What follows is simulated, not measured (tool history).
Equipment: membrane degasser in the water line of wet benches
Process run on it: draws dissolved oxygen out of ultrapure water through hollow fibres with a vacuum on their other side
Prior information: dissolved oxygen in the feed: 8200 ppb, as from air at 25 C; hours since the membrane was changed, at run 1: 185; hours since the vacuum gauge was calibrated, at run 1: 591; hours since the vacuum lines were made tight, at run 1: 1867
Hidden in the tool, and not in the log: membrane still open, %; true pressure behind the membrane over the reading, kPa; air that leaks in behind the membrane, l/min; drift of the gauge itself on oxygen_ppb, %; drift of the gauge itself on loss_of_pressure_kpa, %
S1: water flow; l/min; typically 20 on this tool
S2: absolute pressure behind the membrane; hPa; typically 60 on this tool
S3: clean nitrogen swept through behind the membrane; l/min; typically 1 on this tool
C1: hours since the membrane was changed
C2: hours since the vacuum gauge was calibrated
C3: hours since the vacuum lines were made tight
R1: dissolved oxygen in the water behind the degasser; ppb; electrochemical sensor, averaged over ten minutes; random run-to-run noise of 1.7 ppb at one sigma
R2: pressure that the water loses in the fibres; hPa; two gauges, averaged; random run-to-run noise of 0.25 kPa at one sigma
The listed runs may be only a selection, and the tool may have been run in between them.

run 1 hour=0 | S1=20 S2=60 S3=1 | C1=185 C2=591 C3=1867 | R1=173.1 R2=652.3
run 2 hour=59 | S1=20 S2=60 S3=1 | C1=244 C2=650 C3=1926 | R1=174.5 R2=659
run 3 hour=95.7 | S1=20 S2=60 S3=0.55 | C1=281 C2=686 C3=1963 | R1=249.3 R2=655.3
run 4 hour=153.3 | S1=20 S2=60 S3=0.55 | C1=338 C2=744 C3=2020 | R1=252.7 R2=654.9
run 5 hour=185.8 | S1=20 S2=39.6 S3=1 | C1=371 C2=776 C3=2053 | R1=85 R2=656.4
run 6 hour=239.5 | S1=20 S2=60 S3=1 | C1=425 C2=830 C3=2107 | R1=175.2 R2=655
run 7 hour=317.7 | S1=20 S2=60 S3=1 | C1=503 C2=908 C3=2185 | R1=174.9 R2=661.9
run 8 hour=381.2 | S1=20 S2=60 S3=1 | C1=566 C2=972 C3=2248 | R1=175.7 R2=657.7
run 9 hour=440.4 | S1=20 S2=60 S3=0.78 | C1=626 C2=1031 C3=2308 | R1=205.7 R2=657.8
run 10 hour=480.5 | S1=20 S2=60 S3=0.78 | C1=666 C2=1071 C3=2348 | R1=206.4 R2=654.7
run 11 hour=538.3 | S1=20 S2=60 S3=2.38 | C1=723 C2=1129 C3=2405 | R1=107.5 R2=663.5
run 12 hour=613.8 | S1=20 S2=60 S3=2.38 | C1=799 C2=1204 C3=2481 | R1=106.7 R2=659.2
run 13 hour=659.9 | S1=19 S2=60 S3=1.92 | C1=845 C2=1250 C3=2527 | R1=110.8 R2=625.5
run 14 hour=700.6 | S1=19 S2=60 S3=1.92 | C1=886 C2=1291 C3=2568 | R1=109.7 R2=625.2
run 15 hour=763.9 | S1=19 S2=60 S3=1.92 | C1=949 C2=1354 C3=2631 | R1=110.3 R2=625.4
run 16 hour=806.3 | S1=19 S2=60 S3=1.92 | C1=991 C2=1397 C3=2673 | R1=109 R2=630.2
run 17 hour=868.3 | S1=16 S2=60 S3=0.77 | C1=1053 C2=1459 C3=2735 | R1=162.5 R2=526.8
run 18 hour=929.4 | S1=29 S2=48.2 S3=2.13 | C1=1115 C2=1520 C3=2797 | R1=170.3 R2=952
run 19 hour=1005 | S1=29 S2=100 S3=0.96 | C1=1190 C2=1596 C3=2872 | R1=536.3 R2=954.6
run 20 hour=1072.6 | S1=31 S2=124.3 S3=0.9 | C1=1258 C2=1663 C3=2940 | R1=742.6 R2=1022.3
run 21 hour=1114.7 | S1=20 S2=60 S3=1.27 | C1=1300 C2=1705 C3=2982 | R1=156.4 R2=663.1
run 22 hour=1167.7 | S1=20 S2=60 S3=1.27 | C1=1353 C2=1758 C3=3035 | R1=152.6 R2=657.6

Predict each of these 4 candidate next runs independently; none follows another, all start after run 22:
run A hour=1235.7 | S1=14 S2=60 S3=1.9 | C1=1421 C2=1826 C3=3103 | R1=? R2=?
run B hour=1235.7 | S1=17 S2=44.1 S3=2.17 | C1=1421 C2=1826 C3=3103 | R1=? R2=?
run C hour=1235.7 | S1=30 S2=38.1 S3=0.71 | C1=1421 C2=1826 C3=3103 | R1=? R2=?
run D hour=1235.7 | S1=20 S2=39.3 S3=0.65 | C1=1421 C2=1826 C3=3103 | R1=? R2=?

run=A R1=71.4 R2=462.9
run=B R1=59 R2=562
run=C R1=184.1 R2=984.8
run=D R1=104.4 R2=659
The same runs, with their run-to-run variation unchanged, on a tool lacking any hidden condition would have given:
run=A R1=67.4 R2=459.7
run=B R1=55.1 R2=558.2
run=C R1=170.8 R2=978.2
run=D R1=94.8 R2=654.5
